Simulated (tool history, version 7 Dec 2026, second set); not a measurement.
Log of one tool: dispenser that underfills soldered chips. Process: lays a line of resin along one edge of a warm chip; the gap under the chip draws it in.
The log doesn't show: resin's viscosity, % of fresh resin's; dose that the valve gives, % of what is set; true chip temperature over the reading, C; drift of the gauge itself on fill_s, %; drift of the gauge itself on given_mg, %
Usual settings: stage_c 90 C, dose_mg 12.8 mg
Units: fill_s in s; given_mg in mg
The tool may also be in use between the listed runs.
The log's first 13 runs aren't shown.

run   hour  stage_c  dose_mg  hours of work since the syringe was changed  hours of work since the valve was cleaned  hours of work since the stage was calibrated  fill_s  given_mg
 14   60.9       90     12.8                                            3                                          5                                            76    18.7     12.69
 15   64.9       90     12.8                                            6                                          8                                            79    21.1     12.71
      66.7  -- new syringe of resin
 16   70.6       90     12.8                                            3                                         13                                            84    17.7     12.73
 17   73.9       90     12.8                                            5                                         15                                            86    20.3     12.81
      77.1  -- new syringe of resin
 18   79.2       90     12.8                                            2                                         19                                            90    15.5     12.65
 19   82.7       90     12.8                                            4                                         22                                            93    18.4     12.64
 20   85.6       90     12.8                                            7                                         24                                            95    20.8     12.64
      87.8  -- new syringe of resin
 21   90.8       78     13.9                                            2                                         27                                            99    24.1     13.69
 22   96.2       90     12.9                                            6                                         32                                           103    21.2     12.59
      98.1  -- new syringe of resin
 23   99.9       90     12.9                                            1                                         34                                           105    15.7     12.62
 24  102.4       93     14.2                                            3                                         36                                           107    15.6     13.96
 25  104.6       88       11                                            5                                         38                                           109    21.8     10.82
 26  107.1       93     11.9                                            7                                         40                                           111    20.5     11.85
     108.6  -- new syringe of resin
 27  111.1       93     11.9                                            2                                         42                                           114    14.7     11.63
 28  113.6       93     11.9                                            4                                         44                                           115    16.7     11.63
 29    116       93     11.9                                            6                                         46                                           117    18.9     11.74
 30  118.6      104     11.9                                            8                                         48                                           119    14.9      11.7
     119.3  -- new syringe of resin
 31  124.2      103       12                                            4                                         52                                           123    12.8     11.73
 32  127.4      103       12                                            6                                         55                                           126    14.2     11.68
       130  -- new syringe of resin
 33  132.2      102     16.2                                            2                                         58                                           129    11.3     15.83
     137.8  -- dispensing valve cleaned and set on the balance
 34    138      102     16.2                                            5                                          0                                           133    13.8     16.26
 35  140.3      102     16.2                                            7                                          2                                           134    14.8     16.23

Forecast each of these 3 alternatives for the next run:
     141.5  -- new syringe of resin
  A   143      102     11.5                                            1                                          4                                           136       ?         ?
     141.5  -- new syringe of resin
  B   143       90     12.6                                            1                                          4                                           136       ?         ?
     141.5  -- new syringe of resin
  C   143       99     12.8                                            1                                          4                                           136       ?         ?

run  fill_s  given_mg
  A    10.9     11.48
  B      16     12.58
  C      12     12.72
Without the tool's hidden state the same runs would have given:
run  fill_s  given_mg
  A    10.3     11.49
  B    15.2     12.59
  C    11.4     12.73
